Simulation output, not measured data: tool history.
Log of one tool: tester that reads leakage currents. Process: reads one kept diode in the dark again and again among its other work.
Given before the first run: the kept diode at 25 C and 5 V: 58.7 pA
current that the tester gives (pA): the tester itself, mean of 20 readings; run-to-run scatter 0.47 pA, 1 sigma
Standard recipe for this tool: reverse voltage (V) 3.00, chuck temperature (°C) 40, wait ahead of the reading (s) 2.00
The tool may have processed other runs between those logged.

| run | hour | reverse voltage (V) | chuck temperature (°C) | wait ahead of the reading (s) | current that the tester gives (pA) |
|---|---|---|---|---|---|
| 1 | 0.0 | 3.00 | 40 | 2.00 | 150.81 |
| 2 | 47.1 | 3.00 | 48 | 2.00 | 282.41 |
| 3 | 93.9 | 5.22 | 40 | 2.00 | 207.43 |
| 4 | 120.8 | 5.22 | 40 | 6.84 | 206.91 |
| 5 | 154.5 | 3.00 | 40 | 2.00 | 149.09 |
| 6 | 180.2 | 3.00 | 40 | 2.00 | 148.69 |
| 7 | 207.5 | 3.00 | 40 | 2.00 | 148.23 |
| 8 | 237.9 | 3.00 | 40 | 2.00 | 148.36 |
| 9 | 273.7 | 3.00 | 40 | 2.00 | 148.77 |
| 10 | 317.0 | 3.00 | 40 | 1.57 | 147.53 |
| 11 | 359.6 | 3.00 | 40 | 2.00 | 147.06 |
| 12 | 399.1 | 3.00 | 40 | 2.00 | 146.75 |
| 13 | 436.0 | 3.00 | 20 | 2.00 | 26.93 |
| 14 | 479.5 | 3.00 | 48 | 2.00 | 272.85 |
| 15 | 505.6 | 3.00 | 26 | 2.00 | 45.11 |
| 16 | 550.8 | 3.00 | 26 | 2.00 | 45.27 |
|  | 566.0 | chuck's temperature calibrated |
| 17 | 600.5 | 3.00 | 26 | 2.00 | 48.73 |
| 18 | 624.0 | 3.00 | 40 | 1.49 | 155.50 |
| 19 | 662.4 | 3.00 | 40 | 2.00 | 155.64 |
| 20 | 696.1 | 3.00 | 28 | 2.00 | 57.49 |
| 21 | 733.1 | 3.00 | 28 | 2.00 | 57.45 |
| 22 | 764.0 | 3.00 | 28 | 2.00 | 56.98 |
| 23 | 805.8 | 3.00 | 56 | 2.29 | 524.76 |
| 24 | 836.6 | 4.36 | 60 | 9.23 | 868.08 |
| 25 | 886.1 | 4.36 | 60 | 9.23 | 865.07 |
| 26 | 929.4 | 4.36 | 60 | 9.23 | 864.26 |
| 27 | 957.1 | 13.34 | 31 | 2.97 | 178.33 |
| 28 | 1002.3 | 2.15 | 22 | 9.42 | 27.16 |
| 29 | 1029.2 | 8.02 | 40 | 8.29 | 270.66 |
| 30 | 1060.8 | 8.01 | 32 | 1.71 | 141.70 |
| 31 | 1084.3 | 8.01 | 32 | 1.71 | 140.01 |
| 32 | 1117.4 | 3.00 | 27 | 2.00 | 51.46 |
| 33 | 1152.2 | 15.70 | 43 | 1.36 | 507.89 |
| 34 | 1190.7 | 15.70 | 43 | 1.36 | 507.10 |
| 35 | 1214.0 | 1.49 | 34 | 0.71 | 60.67 |
| 36 | 1237.7 | 10.50 | 34 | 0.52 | 194.05 |
| 37 | 1272.0 | 1.04 | 40 | 0.41 | 79.40 |
| 38 | 1319.2 | 1.04 | 40 | 0.41 | 79.61 |
| 39 | 1360.9 | 8.54 | 45 | 5.00 | 409.08 |
| 40 | 1399.9 | 8.54 | 31 | 0.67 | 133.09 |
| 41 | 1431.3 | 3.93 | 39 | 0.94 | 159.66 |

Below are 3 alternative next runs, each starting from the tool's condition after run 41. Predict each:
| A | 1453.5 | 2.00 | 22 | 1.48 | ? |
| B | 1453.5 | 1.05 | 50 | 2.00 | ? |
| C | 1453.5 | 3.00 | 20 | 2.00 | ? |

| run | current that the tester gives (pA) |
|---|---|
| A | 25.63 |
| B | 172.82 |
| C | 27.55 |
Take away the tool's hidden state, keep each run's random variation, and the runs would have read:
| run | current that the tester gives (pA) |
|---|---|
| A | 26.33 |
| B | 183.76 |
| C | 27.77 |
